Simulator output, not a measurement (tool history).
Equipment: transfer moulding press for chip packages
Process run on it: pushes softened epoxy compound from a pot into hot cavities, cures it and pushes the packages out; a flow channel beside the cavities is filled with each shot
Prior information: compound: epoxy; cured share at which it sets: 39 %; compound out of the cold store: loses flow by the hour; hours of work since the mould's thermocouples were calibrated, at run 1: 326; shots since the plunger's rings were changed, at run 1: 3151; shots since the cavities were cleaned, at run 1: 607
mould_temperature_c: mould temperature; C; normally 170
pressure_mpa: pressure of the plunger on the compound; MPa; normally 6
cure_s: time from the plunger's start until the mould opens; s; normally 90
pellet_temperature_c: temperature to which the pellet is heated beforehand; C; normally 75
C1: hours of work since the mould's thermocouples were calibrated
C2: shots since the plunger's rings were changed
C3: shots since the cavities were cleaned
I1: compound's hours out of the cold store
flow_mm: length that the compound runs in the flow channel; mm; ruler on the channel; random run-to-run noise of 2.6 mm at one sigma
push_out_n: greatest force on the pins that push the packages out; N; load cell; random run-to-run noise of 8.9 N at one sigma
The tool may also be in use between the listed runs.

{"run": 1, "day": 0.0, "mould_temperature_c": 170, "pressure_mpa": 6, "cure_s": 90, "pellet_temperature_c": 75, "C1": 326, "C2": 3151, "C3": 607, "I1": 21.3, "flow_mm": 972, "push_out_n": 399}
{"day": 0.179, "done": "cavities cleaned with cleaning compound and waxed"}
{"run": 2, "day": 1.3, "mould_temperature_c": 170, "pressure_mpa": 6, "cure_s": 90, "pellet_temperature_c": 75, "C1": 348, "C2": 3559, "C3": 370, "I1": 32.6, "flow_mm": 914, "push_out_n": 366}
{"day": 2.192, "done": "cavities cleaned with cleaning compound and waxed"}
{"run": 3, "day": 2.296, "mould_temperature_c": 170, "pressure_mpa": 6, "cure_s": 90, "pellet_temperature_c": 75, "C1": 364, "C2": 3867, "C3": 35, "I1": 13.7, "flow_mm": 1006, "push_out_n": 417}
{"run": 4, "day": 3.538, "mould_temperature_c": 170, "pressure_mpa": 6, "cure_s": 90, "pellet_temperature_c": 75, "C1": 386, "C2": 4276, "C3": 444, "I1": 45.1, "flow_mm": 861, "push_out_n": 361}
{"day": 4.25, "done": "plunger's sealing rings changed"}
{"day": 4.312, "done": "cavities cleaned with cleaning compound and waxed"}
{"day": 4.567, "done": "mould's thermocouples calibrated"}
{"run": 5, "day": 4.821, "mould_temperature_c": 170, "pressure_mpa": 6, "cure_s": 90, "pellet_temperature_c": 75, "C1": 4, "C2": 141, "C3": 141, "I1": 36.5, "flow_mm": 902, "push_out_n": 361}
{"run": 6, "day": 6.192, "mould_temperature_c": 170, "pressure_mpa": 6, "cure_s": 105, "pellet_temperature_c": 75, "C1": 28, "C2": 593, "C3": 593, "I1": 30.7, "flow_mm": 921, "push_out_n": 300}
{"day": 6.404, "done": "cavities cleaned with cleaning compound and waxed"}
{"run": 7, "day": 6.917, "mould_temperature_c": 170, "pressure_mpa": 6, "cure_s": 90, "pellet_temperature_c": 75, "C1": 40, "C2": 811, "C3": 169, "I1": 9.1, "flow_mm": 1033, "push_out_n": 384}
{"run": 8, "day": 7.862, "mould_temperature_c": 170, "pressure_mpa": 6, "cure_s": 90, "pellet_temperature_c": 75, "C1": 56, "C2": 1124, "C3": 482, "I1": 46.2, "flow_mm": 854, "push_out_n": 368}
{"day": 8.479, "done": "cavities cleaned with cleaning compound and waxed"}
{"run": 9, "day": 8.796, "mould_temperature_c": 170, "pressure_mpa": 4.76, "cure_s": 83, "pellet_temperature_c": 75, "C1": 72, "C2": 1410, "C3": 104, "I1": 13.2, "flow_mm": 899, "push_out_n": 475}
{"run": 10, "day": 9.962, "mould_temperature_c": 167, "pressure_mpa": 6, "cure_s": 114, "pellet_temperature_c": 75, "C1": 92, "C2": 1796, "C3": 490, "I1": 31.3, "flow_mm": 928, "push_out_n": 312}
{"day": 10.508, "done": "cavities cleaned with cleaning compound and waxed"}
{"run": 11, "day": 10.671, "mould_temperature_c": 170, "pressure_mpa": 6.48, "cure_s": 105, "pellet_temperature_c": 75, "C1": 103, "C2": 2009, "C3": 55, "I1": 39.3, "flow_mm": 920, "push_out_n": 293}
{"run": 12, "day": 11.65, "mould_temperature_c": 170, "pressure_mpa": 6.48, "cure_s": 105, "pellet_temperature_c": 76, "C1": 120, "C2": 2332, "C3": 378, "I1": 21.5, "flow_mm": 1005, "push_out_n": 323}
{"day": 12.529, "done": "cavities cleaned with cleaning compound and waxed"}
{"run": 13, "day": 13.133, "mould_temperature_c": 170, "pressure_mpa": 6, "cure_s": 75, "pellet_temperature_c": 75, "C1": 145, "C2": 2800, "C3": 199, "I1": 42.8, "flow_mm": 874, "push_out_n": 553}
{"run": 14, "day": 13.725, "mould_temperature_c": 172, "pressure_mpa": 6, "cure_s": 90, "pellet_temperature_c": 84, "C1": 155, "C2": 2995, "C3": 394, "I1": 43.6, "flow_mm": 863, "push_out_n": 340}
{"day": 14.533, "done": "cavities cleaned with cleaning compound and waxed"}
{"run": 15, "day": 14.625, "mould_temperature_c": 172, "pressure_mpa": 5.23, "cure_s": 90, "pellet_temperature_c": 66, "C1": 170, "C2": 3272, "C3": 31, "I1": 35.1, "flow_mm": 841, "push_out_n": 351}
{"run": 16, "day": 15.371, "mould_temperature_c": 172, "pressure_mpa": 5.23, "cure_s": 90, "pellet_temperature_c": 66, "C1": 183, "C2": 3518, "C3": 277, "I1": 26.2, "flow_mm": 879, "push_out_n": 366}

Across each entry between runs, compare the hidden state at the last listed run before it with the hidden state at the first listed run after it:
From run 1 to run 2: cavities cleaned with cleaning compound and waxed (day 0.179)
  pressure that reaches the compound, % of what is set: 99.93 -> 99.92; grip of the stained cavities, % over clean ones': 0.8 -> 0.7
From run 2 to run 3: cavities cleaned with cleaning compound and waxed (day 2.192)
  grip of the stained cavities, % over clean ones': 0.7 -> 0.1
From run 4 to run 5: plunger's sealing rings changed (day 4.25); cavities cleaned with cleaning compound and waxed (day 4.312); mould's thermocouples calibrated (day 4.567)
  pressure that reaches the compound, % of what is set: 99.91 -> 100; grip of the stained cavities, % over clean ones': 0.7 -> 0.3
From run 6 to run 7: cavities cleaned with cleaning compound and waxed (day 6.404)
  pressure that reaches the compound, % of what is set: 99.99 -> 99.98; grip of the stained cavities, % over clean ones': 0.9 -> 0.4
From run 8 to run 9: cavities cleaned with cleaning compound and waxed (day 8.479)
  grip of the stained cavities, % over clean ones': 0.8 -> 0.3
From run 10 to run 11: cavities cleaned with cleaning compound and waxed (day 10.508)
  pressure that reaches the compound, % of what is set: 99.96 -> 99.95; grip of the stained cavities, % over clean ones': 0.8 -> 0.2
From run 12 to run 13: cavities cleaned with cleaning compound and waxed (day 12.529)
  pressure that reaches the compound, % of what is set: 99.95 -> 99.94; grip of the stained cavities, % over clean ones': 0.7 -> 0.4
From run 14 to run 15: cavities cleaned with cleaning compound and waxed (day 14.533)
  grip of the stained cavities, % over clean ones': 0.7 -> 0.1
